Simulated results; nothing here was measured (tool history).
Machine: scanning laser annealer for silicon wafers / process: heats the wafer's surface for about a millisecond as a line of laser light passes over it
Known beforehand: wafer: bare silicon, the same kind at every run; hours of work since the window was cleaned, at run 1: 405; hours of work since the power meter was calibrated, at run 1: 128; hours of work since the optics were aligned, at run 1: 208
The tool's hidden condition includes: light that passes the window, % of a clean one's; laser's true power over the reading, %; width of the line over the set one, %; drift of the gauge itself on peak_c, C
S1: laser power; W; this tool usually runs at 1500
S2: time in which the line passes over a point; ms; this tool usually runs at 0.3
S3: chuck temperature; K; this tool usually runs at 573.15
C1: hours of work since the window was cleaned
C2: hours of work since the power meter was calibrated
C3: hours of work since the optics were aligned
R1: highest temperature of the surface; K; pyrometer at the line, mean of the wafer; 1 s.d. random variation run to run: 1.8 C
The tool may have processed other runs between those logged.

run 1 hour=0 | S1=1500 S2=0.3 S3=573.15 | C1=405 C2=128 C3=208 | R1=1271.15
run 2 hour=6.2 | S1=1500 S2=0.3 S3=592.15 | C1=409 C2=131 C3=212 | R1=1285.15
run 3 hour=16.1 | S1=1500 S2=0.3 S3=592.15 | C1=414 C2=137 C3=217 | R1=1287.15
run 4 hour=22 | S1=1500 S2=0.3 S3=537.15 | C1=417 C2=140 C3=220 | R1=1233.15
run 5 hour=28.5 | S1=1500 S2=0.3 S3=537.15 | C1=421 C2=143 C3=224 | R1=1231.15
run 6 hour=37 | S1=1500 S2=0.264 S3=573.15 | C1=425 C2=148 C3=229 | R1=1219.15
run 7 hour=42.9 | S1=1502 S2=0.264 S3=573.15 | C1=429 C2=151 C3=232 | R1=1220.15
-- hour=48.6 optics aligned, line set to its width
run 8 hour=55.6 | S1=1500 S2=0.308 S3=573.15 | C1=433 C2=156 C3=4 | R1=1273.15
run 9 hour=61.9 | S1=1500 S2=0.308 S3=573.15 | C1=436 C2=159 C3=7 | R1=1278.15
run 10 hour=71.3 | S1=1500 S2=0.3 S3=559.15 | C1=441 C2=164 C3=12 | R1=1252.15
run 11 hour=80.6 | S1=1500 S2=0.3 S3=559.15 | C1=446 C2=169 C3=17 | R1=1254.15
-- hour=90 optics aligned, line set to its width, once more
run 12 hour=94.9 | S1=1429 S2=0.271 S3=554.15 | C1=451 C2=174 C3=3 | R1=1181.15
run 13 hour=104.1 | S1=1500 S2=0.3 S3=538.15 | C1=457 C2=179 C3=8 | R1=1232.15
run 14 hour=111.7 | S1=1500 S2=0.3 S3=538.15 | C1=461 C2=183 C3=12 | R1=1233.15
run 15 hour=116.9 | S1=1500 S2=0.341 S3=545.15 | C1=464 C2=186 C3=15 | R1=1289.15
run 16 hour=122.7 | S1=1329 S2=0.282 S3=576.15 | C1=467 C2=189 C3=18 | R1=1168.15
run 17 hour=133.9 | S1=1500 S2=0.3 S3=555.15 | C1=473 C2=195 C3=24 | R1=1248.15
run 18 hour=142.1 | S1=1500 S2=0.24 S3=553.15 | C1=477 C2=200 C3=28 | R1=1164.15
run 19 hour=149.4 | S1=1463 S2=0.303 S3=573.15 | C1=481 C2=204 C3=32 | R1=1255.15
run 20 hour=156.1 | S1=1463 S2=0.242 S3=603.15 | C1=485 C2=208 C3=36 | R1=1201.15
run 21 hour=163.2 | S1=1463 S2=0.242 S3=603.15 | C1=489 C2=211 C3=40 | R1=1198.15

Entry by entry between the runs, the difference in hidden state between the last listed run before and the first listed run after:
After run 7, before run 8: optics aligned, line set to its width (hour 48.6)
  light that passes the window, % of a clean one's: 97.41 -> 97.39; width of the line over the set one, %: 0.43 -> 0.49
  measured less the result without the state, R1: -17 -> -20 K
After run 11, before run 12: optics aligned, line set to its width, once more (hour 90)
  light that passes the window, % of a clean one's: 97.33 -> 97.3; width of the line over the set one, %: 0.5 -> 0.1
  measured less the result without the state, R1: -20 -> -16 K

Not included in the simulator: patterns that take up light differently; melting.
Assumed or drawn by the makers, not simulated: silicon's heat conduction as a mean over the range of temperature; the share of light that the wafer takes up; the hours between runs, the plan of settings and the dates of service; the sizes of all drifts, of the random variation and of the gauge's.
